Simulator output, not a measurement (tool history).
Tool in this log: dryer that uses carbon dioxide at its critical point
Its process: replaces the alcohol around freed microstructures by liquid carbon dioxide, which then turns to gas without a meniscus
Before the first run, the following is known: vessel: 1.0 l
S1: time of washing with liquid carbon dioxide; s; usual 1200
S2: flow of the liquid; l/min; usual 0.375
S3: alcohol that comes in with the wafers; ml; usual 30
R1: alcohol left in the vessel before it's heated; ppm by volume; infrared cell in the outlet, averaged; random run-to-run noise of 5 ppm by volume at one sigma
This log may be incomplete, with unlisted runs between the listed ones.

run,hour,S1,S2,S3,R1
1,0.0,1200,0.375,30,99
2,8.2,1200,0.375,30,108
3,23.0,1680,0.375,30,51
4,32.6,1680,0.375,30,56
5,48.8,1200,0.589,30,56
6,56.8,1200,0.375,27,120
7,69.2,1200,0.375,30,117
8,85.9,840,0.375,30,483
9,94.5,1200,0.542,30,59
10,101.8,1200,0.542,30,68
11,112.2,1200,0.542,30,64
12,120.4,1200,0.375,30,125
13,136.0,1200,0.375,38,157
14,151.1,840,0.375,30,489
15,162.9,840,0.375,30,502
16,170.2,840,0.620,30,90
17,179.9,840,0.620,30,98
18,194.6,840,0.620,30,92
19,204.8,840,0.620,30,99
20,211.7,1200,0.375,30,137
21,226.9,1200,0.379,30,145
22,235.8,1200,0.379,30,146
23,243.9,1200,0.379,30,148
24,255.1,1740,0.240,74,393
25,270.0,780,0.525,30,210
26,281.3,1200,0.488,22,74
27,291.3,1200,0.360,73,323
# hour 299.5: inlet filter changed
28,302.0,1020,0.319,90,633
29,318.3,1680,0.371,77,84
30,326.5,780,0.226,30,2031
31,335.8,780,0.226,30,2071
32,350.0,780,0.226,30,2107
33,364.7,840,0.397,48,344
34,380.2,1320,0.314,48,163
35,392.8,1200,0.375,30,112
36,408.2,1200,0.375,30,117
37,422.1,1020,0.459,31,102
38,432.3,1020,0.375,30,155
39,445.0,1080,0.637,46,85
40,459.4,1080,0.637,46,88
41,469.3,1860,0.268,106,146
42,483.9,1740,0.375,66,90
43,493.7,1740,0.375,66,89
44,502.6,1140,0.375,30,138
45,518.6,1140,0.375,30,142
46,529.9,1140,0.375,30,151

Some steps in R1 between neighbouring runs. How much of each would the tool show without its hidden state too (settings, what came in, random variation), and how much is left for the hidden state, with any gauge scatter that isn't in both results?
The hidden state here: flow that reaches the vessel past the clogged filter, %; alcohol in the recycled carbon dioxide, ppm; drift of the gauge itself on alcohol_ppm, %.
Run 8 -> 9: S1 840 -> 1200, S2 0.375 -> 0.542. R1 -424 ppm by volume: hidden state -199, all else -225.
Run 15 -> 16: S2 0.375 -> 0.620. R1 -412 ppm by volume: hidden state -211, all else -201.
Run 27 -> 28: S1 1200 -> 1020, S2 0.360 -> 0.319, S3 73 -> 90, inlet filter changed. R1 +310 ppm by volume: hidden state -167, all else +477.
Run 28 -> 29: S1 1020 -> 1680, S2 0.319 -> 0.371, S3 90 -> 77. R1 -549 ppm by volume: hidden state +1, all else -550.
Run 29 -> 30: S1 1680 -> 780, S2 0.371 -> 0.226, S3 77 -> 30. R1 +1947 ppm by volume: hidden state +18, all else +1929.
Run 32 -> 33: S1 780 -> 840, S2 0.226 -> 0.397, S3 30 -> 48. R1 -1763 ppm by volume: hidden state -25, all else -1738.
